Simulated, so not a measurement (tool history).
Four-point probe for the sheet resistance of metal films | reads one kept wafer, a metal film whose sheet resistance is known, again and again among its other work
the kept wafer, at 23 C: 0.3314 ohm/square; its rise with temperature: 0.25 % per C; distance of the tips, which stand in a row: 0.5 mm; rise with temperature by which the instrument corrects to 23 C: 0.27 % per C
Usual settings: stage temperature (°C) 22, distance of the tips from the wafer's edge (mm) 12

| run | hour | stage temperature (°C) | distance of the tips from the wafer's edge (mm) | sheet resistance as the instrument gives it (ohm/square) |
|---|---|---|---|---|
| 1 | 0 | 22 | 12 | 0.331819 |
| 2 | 9.5 | 22 | 12 | 0.331715 |
| 3 | 27.2 | 22 | 15 | 0.33153 |
| 4 | 37.3 | 30 | 15 | 0.331004 |
| 5 | 49.5 | 22 | 12 | 0.331758 |
| 6 | 62.3 | 26 | 12 | 0.33153 |
| 7 | 81.7 | 22 | 38 | 0.331299 |
| 8 | 101.2 | 22 | 38 | 0.331467 |
| 9 | 114.3 | 22 | 38 | 0.331506 |
| 10 | 124.5 | 22 | 38 | 0.331566 |
| 11 | 136.7 | 31 | 12 | 0.331213 |
| 12 | 156 | 31 | 12 | 0.331186 |
| 13 | 174.8 | 22 | 12 | 0.331805 |
| 14 | 186.8 | 22 | 12 | 0.331755 |
| 15 | 207 | 22 | 12 | 0.331709 |
| 16 | 219.2 | 22 | 12 | 0.331774 |
| 17 | 231.1 | 22 | 21 | 0.33155 |
| 18 | 245.7 | 22 | 12 | 0.331936 |
| 19 | 267.1 | 22 | 12 | 0.33167 |
| 20 | 285.5 | 22 | 12 | 0.331795 |
| 21 | 307.7 | 22 | 12 | 0.331935 |
| 22 | 325.3 | 22 | 12 | 0.331786 |
| 23 | 339.3 | 19 | 12 | 0.332033 |
| 24 | 356.8 | 31 | 6 | 0.332001 |
| 25 | 367.5 | 31 | 6 | 0.332043 |
| 26 | 377.3 | 31 | 6 | 0.332056 |
| 27 | 389.4 | 31 | 6 | 0.332086 |
| 28 | 407.9 | 22 | 26 | 0.331759 |
| 29 | 423.7 | 22 | 26 | 0.331557 |
| 30 | 442.1 | 22 | 26 | 0.331429 |
| 31 | 457.1 | 22 | 12 | 0.331822 |
| 32 | 477.2 | 23 | 38 | 0.331287 |
| 33 | 489.1 | 25 | 8 | 0.331891 |
| 34 | 506.1 | 25 | 8 | 0.331925 |
| 35 | 527.4 | 18 | 7 | 0.332614 |
| 36 | 540.5 | 27 | 3 | 0.335967 |
| 37 | 561.5 | 27 | 8 | 0.331812 |
| 38 | 580.5 | 25 | 13 | 0.331607 |
| 39 | 592.3 | 24 | 6 | 0.332512 |
| 40 | 613.8 | 18 | 41 | 0.331719 |
| 41 | 627.5 | 34 | 12 | 0.33086 |
| 42 | 646 | 18 | 42 | 0.331803 |
| 43 | 660.9 | 28 | 24 | 0.331173 |
| 44 | 679.5 | 28 | 3 | 0.335974 |
| 45 | 702 | 28 | 3 | 0.335919 |
| 46 | 714.3 | 28 | 3 | 0.335874 |

Forecast each of these 3 alternatives for the next run:
| A | 725.4 | 28 | 12 | ? |
| B | 725.4 | 32 | 30 | ? |
| C | 725.4 | 24 | 18 | ? |

| run | sheet resistance as the instrument gives it (ohm/square) |
|---|---|
| A | 0.331261 |
| B | 0.330834 |
| C | 0.331439 |
Without the tool's hidden state the same runs would have given:
| run | sheet resistance as the instrument gives it (ohm/square) |
|---|---|
| A | 0.331257 |
| B | 0.33083 |
| C | 0.331435 |

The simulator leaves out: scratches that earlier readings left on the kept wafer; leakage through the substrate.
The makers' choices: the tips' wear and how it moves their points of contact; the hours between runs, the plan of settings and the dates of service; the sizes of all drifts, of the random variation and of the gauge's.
